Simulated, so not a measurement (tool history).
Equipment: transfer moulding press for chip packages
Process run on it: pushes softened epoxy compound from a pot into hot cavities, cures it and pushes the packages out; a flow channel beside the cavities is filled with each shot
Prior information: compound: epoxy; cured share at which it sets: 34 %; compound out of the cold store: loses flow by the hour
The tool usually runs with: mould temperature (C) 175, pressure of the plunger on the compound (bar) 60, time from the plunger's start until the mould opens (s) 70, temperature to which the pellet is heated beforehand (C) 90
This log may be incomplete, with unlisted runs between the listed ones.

run	day	mould temperature (C)	pressure of the plunger on the compound (bar)	time from the plunger's start until the mould opens (s)	temperature to which the pellet is heated beforehand (C)	incoming compound's hours out of the cold store	length that the compound runs in the flow channel (mm)	greatest force on the pins that push the packages out (N)
1	0	175	60	70	90	17.9	676	1190
# day 0.296: cavities cleaned with cleaning compound and waxed
2	1.742	175	60	70	90	19.7	663	1020
# day 3.3: cavities cleaned with cleaning compound and waxed
# day 3.867: plunger's sealing rings changed
3	4.833	175	60	70	90	38.5	637	1004
# day 6.321: cavities cleaned with cleaning compound and waxed
4	6.688	175	60	70	98	19.7	695	740
5	8.975	175	60	70	98	38.5	625	1058
# day 9.283: cavities cleaned with cleaning compound and waxed
6	11.188	175	60	70	90	25.3	647	1095
# day 12.225: cavities cleaned with cleaning compound and waxed
7	13.496	179	60	70	90	22.7	634	879
# day 13.792: plunger's sealing rings changed
# day 15.246: cavities cleaned with cleaning compound and waxed
8	16.529	179	60	70	90	20.3	685	875
# day 18.125: cavities cleaned with cleaning compound and waxed
9	18.583	175	60	70	90	24.1	667	801
10	20.262	175	60	70	90	22.8	666	1118
# day 21.029: cavities cleaned with cleaning compound and waxed
11	22.275	175	60	70	90	37.5	604	958
# day 22.812: mould's thermocouples calibrated
# day 23.812: plunger's sealing rings changed
# day 24.046: cavities cleaned with cleaning compound and waxed
12	24.046	175	60	70	90	30.7	675	599
13	26.233	175	60	70	90	26.4	675	1098
# day 26.975: cavities cleaned with cleaning compound and waxed
14	28.121	175	60	70	90	22.8	671	1027
# day 29.883: cavities cleaned with cleaning compound and waxed
15	30.912	174	60	56	89	9.9	701	1939
# day 32.775: cavities cleaned with cleaning compound and waxed
# day 33.846: plunger's sealing rings changed
16	34.075	174	60	56	89	39.1	648	1703
# day 35.838: cavities cleaned with cleaning compound and waxed
17	37.075	174	60	56	89	37.1	639	1741
# day 38.758: cavities cleaned with cleaning compound and waxed
18	38.771	175	71.3	70	96	33.3	693	564
19	40.396	179	50.7	72	96	30.7	578	831
# day 41.592: cavities cleaned with cleaning compound and waxed
20	42.138	179	50.7	72	96	8.2	641	664
# day 43.879: plunger's sealing rings changed
# day 44.525: cavities cleaned with cleaning compound and waxed
21	44.646	179	50.7	72	96	10.5	669	548
22	45.962	179	54.7	72	98	11	687	847
23	47.221	179	54.7	72	98	44.2	578	888
# day 47.508: cavities cleaned with cleaning compound and waxed
24	49.821	170	65.5	92	89	32.7	679	915
# day 50.442: cavities cleaned with cleaning compound and waxed
25	51.612	175	60	52	90	27.2	647	2090

For run 26, what comes out?
# day 53.279: cavities cleaned with cleaning compound and waxed
26	53.279	175	60	82	90	25.2	?	?

Logged for run 26: length that the compound runs in the flow channel (mm) 644, greatest force on the pins that push the packages out (N) 479.
The same run, on a tool lacking any hidden state, would have yielded length that the compound runs in the flow channel (mm) 695, greatest force on the pins that push the packages out (N) 474.

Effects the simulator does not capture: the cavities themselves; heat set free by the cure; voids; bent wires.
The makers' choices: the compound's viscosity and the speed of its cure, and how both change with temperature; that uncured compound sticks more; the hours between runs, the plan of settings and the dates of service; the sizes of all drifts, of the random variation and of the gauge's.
